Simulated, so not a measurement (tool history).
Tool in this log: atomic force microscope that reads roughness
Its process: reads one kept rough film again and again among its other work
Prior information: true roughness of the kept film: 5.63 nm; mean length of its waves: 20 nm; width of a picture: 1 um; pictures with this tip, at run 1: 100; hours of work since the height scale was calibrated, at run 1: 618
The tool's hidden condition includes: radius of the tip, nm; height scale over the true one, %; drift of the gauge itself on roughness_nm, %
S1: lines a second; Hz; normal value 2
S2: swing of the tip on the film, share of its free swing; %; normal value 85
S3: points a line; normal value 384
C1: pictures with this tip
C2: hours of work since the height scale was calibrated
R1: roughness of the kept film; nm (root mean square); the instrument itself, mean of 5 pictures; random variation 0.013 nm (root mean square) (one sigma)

{"run": 1, "day": 0.0, "S1": 2, "S2": 85, "S3": 384, "C1": 100, "C2": 618, "R1": 2.275}
{"day": 0.458, "done": "new tip fitted"}
{"run": 2, "day": 2.246, "S1": 1.05, "S2": 85, "S3": 384, "C1": 71, "C2": 649, "R1": 2.718}
{"day": 3.521, "done": "new tip fitted"}
{"run": 3, "day": 3.767, "S1": 2, "S2": 86, "S3": 384, "C1": 10, "C2": 670, "R1": 2.902}
{"run": 4, "day": 6.208, "S1": 2, "S2": 86, "S3": 610, "C1": 107, "C2": 704, "R1": 2.253}
{"day": 6.562, "done": "new tip fitted"}
{"run": 5, "day": 8.554, "S1": 2, "S2": 88, "S3": 610, "C1": 80, "C2": 736, "R1": 2.333}
{"day": 9.592, "done": "new tip fitted"}
{"run": 6, "day": 9.829, "S1": 0.84, "S2": 88, "S3": 610, "C1": 10, "C2": 753, "R1": 3.419}
{"run": 7, "day": 11.429, "S1": 1.86, "S2": 85, "S3": 384, "C1": 73, "C2": 775, "R1": 2.558}
{"day": 12.612, "done": "new tip fitted"}
{"run": 8, "day": 14.112, "S1": 2, "S2": 85, "S3": 384, "C1": 60, "C2": 812, "R1": 2.492}
{"day": 15.583, "done": "new tip fitted"}
{"run": 9, "day": 15.775, "S1": 2, "S2": 85, "S3": 384, "C1": 7, "C2": 835, "R1": 3.051}
{"day": 18.617, "done": "new tip fitted"}
{"run": 10, "day": 18.688, "S1": 2, "S2": 85, "S3": 313, "C1": 2, "C2": 875, "R1": 3.078}
{"run": 11, "day": 20.538, "S1": 2, "S2": 85, "S3": 384, "C1": 76, "C2": 900, "R1": 2.399}
{"day": 21.696, "done": "new tip fitted"}
{"run": 12, "day": 22.842, "S1": 2, "S2": 85, "S3": 384, "C1": 46, "C2": 932, "R1": 2.661}
{"day": 24.838, "done": "new tip fitted"}
{"run": 13, "day": 25.154, "S1": 3.56, "S2": 85, "S3": 384, "C1": 13, "C2": 964, "R1": 2.545}
{"run": 14, "day": 26.471, "S1": 2, "S2": 56, "S3": 456, "C1": 66, "C2": 982, "R1": 3.039}
{"run": 15, "day": 27.646, "S1": 2, "S2": 67, "S3": 731, "C1": 112, "C2": 998, "R1": 2.555}
{"day": 27.85, "done": "new tip fitted"}
{"run": 16, "day": 30.204, "S1": 2, "S2": 87, "S3": 351, "C1": 93, "C2": 1033, "R1": 2.246}
{"day": 30.504, "done": "height scale calibrated on a step standard"}
{"day": 30.933, "done": "new tip fitted"}
{"run": 17, "day": 32.921, "S1": 3.71, "S2": 87, "S3": 504, "C1": 79, "C2": 33, "R1": 1.97}
{"day": 33.979, "done": "new tip fitted"}
{"run": 18, "day": 35.379, "S1": 3.71, "S2": 87, "S3": 504, "C1": 56, "C2": 67, "R1": 2.17}
{"day": 36.962, "done": "new tip fitted"}
{"run": 19, "day": 37.804, "S1": 1.22, "S2": 74, "S3": 409, "C1": 33, "C2": 100, "R1": 3.24}
{"day": 40.004, "done": "new tip fitted"}
{"run": 20, "day": 40.279, "S1": 2, "S2": 59, "S3": 384, "C1": 11, "C2": 134, "R1": 3.58}
{"run": 21, "day": 42.267, "S1": 2.16, "S2": 78, "S3": 331, "C1": 90, "C2": 162, "R1": 2.453}
{"day": 43.021, "done": "new tip fitted"}
{"day": 44.325, "done": "height scale calibrated on a step standard, once more"}
{"run": 22, "day": 44.733, "S1": 2.16, "S2": 78, "S3": 331, "C1": 67, "C2": 6, "R1": 2.628}
{"day": 46.042, "done": "new tip fitted"}
{"run": 23, "day": 46.158, "S1": 2.16, "S2": 78, "S3": 331, "C1": 5, "C2": 25, "R1": 3.2}
{"run": 24, "day": 48.9, "S1": 2.22, "S2": 70, "S3": 704, "C1": 114, "C2": 63, "R1": 2.504}
{"day": 49.088, "done": "new tip fitted"}
{"run": 25, "day": 50.392, "S1": 2.22, "S2": 70, "S3": 704, "C1": 52, "C2": 83, "R1": 2.961}
{"run": 26, "day": 51.862, "S1": 1.69, "S2": 77, "S3": 384, "C1": 111, "C2": 104, "R1": 2.449}

4 options for the next run, each taken on its own from the tool as it stands now. Forecast them:
{"day": 52.154, "done": "new tip fitted"}
{"run": "A", "day": 53.408, "S1": 3.42, "S2": 56, "S3": 726, "C1": 49, "C2": 125, "R1": "?"}
{"day": 52.154, "done": "new tip fitted"}
{"run": "B", "day": 53.408, "S1": 0.53, "S2": 81, "S3": 674, "C1": 49, "C2": 125, "R1": "?"}
{"day": 52.154, "done": "new tip fitted"}
{"run": "C", "day": 53.408, "S1": 2, "S2": 85, "S3": 898, "C1": 49, "C2": 125, "R1": "?"}
{"day": 52.154, "done": "new tip fitted"}
{"run": "D", "day": 53.408, "S1": 1.46, "S2": 60, "S3": 384, "C1": 49, "C2": 125, "R1": "?"}

run=A R1=3.122
run=B R1=3.186
run=C R1=2.692
run=D R1=3.186
Take away the tool's hidden state, keep each run's random variation, and the runs would have read:
run=A R1=3.726
run=B R1=3.801
run=C R1=3.212
run=D R1=3.803
